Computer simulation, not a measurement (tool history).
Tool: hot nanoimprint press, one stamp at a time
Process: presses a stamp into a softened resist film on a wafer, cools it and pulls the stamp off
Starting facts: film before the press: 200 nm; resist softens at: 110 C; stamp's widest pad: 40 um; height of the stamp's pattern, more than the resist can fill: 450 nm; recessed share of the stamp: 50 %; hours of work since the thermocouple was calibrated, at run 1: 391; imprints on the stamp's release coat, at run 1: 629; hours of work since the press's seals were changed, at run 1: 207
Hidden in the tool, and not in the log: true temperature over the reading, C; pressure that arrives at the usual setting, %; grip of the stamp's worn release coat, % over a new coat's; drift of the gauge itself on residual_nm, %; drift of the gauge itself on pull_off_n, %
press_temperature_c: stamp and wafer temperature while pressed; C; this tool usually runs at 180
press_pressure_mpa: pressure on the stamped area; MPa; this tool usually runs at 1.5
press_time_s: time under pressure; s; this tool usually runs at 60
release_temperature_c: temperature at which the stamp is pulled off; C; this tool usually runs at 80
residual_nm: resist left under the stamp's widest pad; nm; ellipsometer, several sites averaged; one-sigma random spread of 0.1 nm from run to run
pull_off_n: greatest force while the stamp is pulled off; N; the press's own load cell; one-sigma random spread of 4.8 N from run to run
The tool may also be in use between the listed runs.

run,day,press_temperature_c,press_pressure_mpa,press_time_s,release_temperature_c,hours of work since the thermocouple was calibrated,imprints on the stamp's release coat,hours of work since the press's seals were changed,residual_nm,pull_off_n
1,0,180,1.5,60,80,391,629,207,116.14,234
2,2.979,180,0.98,60,80,445,794,261,140.38,226
# day 3.4: plate thermocouple calibrated
3,6.2,180,0.98,60,80,51,965,317,140.39,227
4,8.333,180,0.98,60,80,90,1083,356,140.27,236
5,10.312,180,0.98,60,80,125,1192,392,140.18,236
6,13.188,180,1.15,60,78,178,1351,444,131.38,250
7,16.467,180,1.5,38,80,237,1532,503,131.31,238
8,19.067,180,1.5,38,80,284,1675,550,131.16,241
9,21.288,180,1.5,38,80,325,1798,591,130.85,225
# day 22.054: press's hydraulic seals changed and the load cell set to zero
# day 23.275: stamp cleaned and given a new release coat
10,23.421,190,1.5,38,70,353,8,20,100.71,283

4 ways to go on from here, each from the tool as it stands after run 10. What would each give?
A,25.812,184,1.5,36,80,396,140,64,?,?
B,25.812,190,2.27,79,80,396,140,64,?,?
C,25.812,189,1.5,60,80,396,140,64,?,?
D,25.812,180,1.5,49,73,396,140,64,?,?

run,residual_nm,pull_off_n
A,120.06,228
B,61.98,225
C,89.54,238
D,122.69,261
Take away the tool's hidden state, keep each run's random variation, and the runs would have read:
run,residual_nm,pull_off_n
A,120.49,228
B,62.21,225
C,89.87,238
D,123.13,261

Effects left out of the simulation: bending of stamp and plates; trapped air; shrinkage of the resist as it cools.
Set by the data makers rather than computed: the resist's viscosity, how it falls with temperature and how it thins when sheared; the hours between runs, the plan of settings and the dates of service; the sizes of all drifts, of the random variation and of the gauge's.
